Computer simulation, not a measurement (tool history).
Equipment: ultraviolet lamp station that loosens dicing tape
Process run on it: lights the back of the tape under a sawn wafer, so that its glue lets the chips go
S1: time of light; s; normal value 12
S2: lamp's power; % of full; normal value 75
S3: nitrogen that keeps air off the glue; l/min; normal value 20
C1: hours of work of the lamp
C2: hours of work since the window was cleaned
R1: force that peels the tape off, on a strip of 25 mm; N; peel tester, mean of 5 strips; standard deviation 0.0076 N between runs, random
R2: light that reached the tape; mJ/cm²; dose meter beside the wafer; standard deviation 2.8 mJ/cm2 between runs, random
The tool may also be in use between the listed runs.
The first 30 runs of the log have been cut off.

run 31 hour=590.8 | S1=12 S2=91 S3=17 | C1=783 C2=209 | R1=0.577 R2=326
run 32 hour=608.2 | S1=12 S2=91 S3=17 | C1=795 C2=220 | R1=0.592 R2=322
run 33 hour=632.6 | S1=12 S2=91 S3=17 | C1=811 C2=236 | R1=0.641 R2=316
run 34 hour=650.5 | S1=13 S2=75 S3=12 | C1=823 C2=248 | R1=1.207 R2=280
run 35 hour=673 | S1=17 S2=82 S3=34 | C1=838 C2=263 | R1=0.182 R2=393
-- hour=685.2 window cleaned of glue's vapour
run 36 hour=693.9 | S1=12 S2=72 S3=23 | C1=851 C2=6 | R1=0.599 R2=289
run 37 hour=705.3 | S1=12 S2=72 S3=23 | C1=859 C2=13 | R1=0.609 R2=284
run 38 hour=732.2 | S1=16 S2=76 S3=20 | C1=877 C2=31 | R1=0.294 R2=390
run 39 hour=750.4 | S1=10 S2=75 S3=18 | C1=889 C2=43 | R1=1.13 R2=236
run 40 hour=765 | S1=10 S2=75 S3=18 | C1=898 C2=53 | R1=1.207 R2=240
run 41 hour=788.8 | S1=14 S2=75 S3=39 | C1=914 C2=69 | R1=0.255 R2=327
run 42 hour=804.2 | S1=14 S2=75 S3=39 | C1=924 C2=79 | R1=0.247 R2=324
run 43 hour=816.9 | S1=17 S2=65 S3=26 | C1=933 C2=87 | R1=0.335 R2=339

Here are 3 independent what-if runs from the current tool condition. What would each one return?
run A hour=829.7 | S1=15 S2=95 S3=20 | C1=941 C2=96 | R1=? R2=?
run B hour=829.7 | S1=8 S2=65 S3=24 | C1=941 C2=96 | R1=? R2=?
run C hour=829.7 | S1=13 S2=65 S3=35 | C1=941 C2=96 | R1=? R2=?

run=A R1=0.219 R2=430
run=B R1=2.145 R2=157
run=C R1=0.55 R2=258
Had the tool no hidden state, the same runs would have come out as:
run=A R1=0.108 R2=619
run=B R1=1.039 R2=227
run=C R1=0.204 R2=372
